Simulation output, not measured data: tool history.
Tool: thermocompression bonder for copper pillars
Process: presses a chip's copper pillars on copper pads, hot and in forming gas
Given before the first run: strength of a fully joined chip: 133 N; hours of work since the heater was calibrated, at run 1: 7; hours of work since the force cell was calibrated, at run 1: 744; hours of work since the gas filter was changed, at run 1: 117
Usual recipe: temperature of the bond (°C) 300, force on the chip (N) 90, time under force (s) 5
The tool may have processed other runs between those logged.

run,hour,temperature of the bond (°C),force on the chip (N),time under force (s),hours of work since the heater was calibrated,hours of work since the force cell was calibrated,hours of work since the gas filter was changed,force that shears a chip off (N)
1,0,300,90,5,7,744,117,62.7
2,31,300,90,5,30,767,139,61.4
3,57.9,300,90,5,49,787,159,61.4
4,89.6,300,90,5,73,810,182,61.7
5,120.3,305,90,5,95,833,205,66.4
# hour 143.2: forming gas filter changed
6,157.4,305,90,5,122,859,10,67.2
7,181.7,305,90,5,140,877,28,65.5
8,234.1,305,90,5,178,916,67,67.2
9,270.1,305,90,5,205,942,93,64.2
10,306.3,300,90,5,231,969,120,60.9
11,340.5,300,90,5,257,994,145,62.1
12,396.7,300,90,5,298,1035,186,61.1
13,433.8,300,90,5,325,1062,213,62.2
# hour 442.6: forming gas filter changed
14,491.3,300,71,5,367,1104,36,49.1
15,543.3,300,71,5,405,1142,74,49.8
16,571.4,300,71,5,426,1163,95,50.2
17,596.3,300,71,6,444,1181,113,53.5
18,653.2,315,71,6,486,1223,155,66.1
19,690.6,315,71,6,513,1251,182,64.9
20,736.4,323,78,6,547,1284,216,77.3
# hour 743.8: forming gas filter changed
21,782.4,323,78,6,580,1318,28,78.1
22,828.3,317,78,5,614,1351,62,68.3
23,884.1,314,66,5,655,1392,103,56.4
24,925.8,284,66,6,686,1423,134,39.2
25,973.1,314,126,5,720,1458,168,90.6
26,1030.2,314,126,5,762,1500,210,93.2
# hour 1043.8: forming gas filter changed
27,1060.6,305,90,5,784,1522,12,66.1
28,1108.2,305,90,5,819,1557,47,67
29,1164,305,90,5,860,1598,88,66.4
30,1214.3,299,103,5,897,1635,125,67.9
31,1250.2,299,103,5,924,1661,152,67.2
# hour 1276.7: heater calibrated with a thermocouple chip
32,1284.7,300,90,11,6,1685,175,80.5
33,1320.5,321,69,11,32,1711,202,83.5
# hour 1347.4: forming gas filter changed
34,1352.6,279,78,8,55,1734,4,49.3
35,1381.8,312,59,5,77,1756,25,50.9
36,1408.3,312,59,5,96,1775,45,49.9
37,1451.8,312,59,5,128,1807,77,49.4

Predict each of these 5 candidate next runs independently; none follows another, all start after run 37:
A,1499,312,91,4,163,1842,111,?
B,1499,300,91,8,163,1842,111,?
C,1499,312,59,3,163,1842,111,?
D,1499,300,83,3,163,1842,111,?
E,1499,300,87,5,163,1842,111,?

run,force that shears a chip off (N)
A,66.9
B,74
C,41.4
D,46.9
E,60.8
Without the tool's unlogged condition, the same runs would have read:
run,force that shears a chip off (N)
A,66.9
B,74
C,41.4
D,46.9
E,60.8
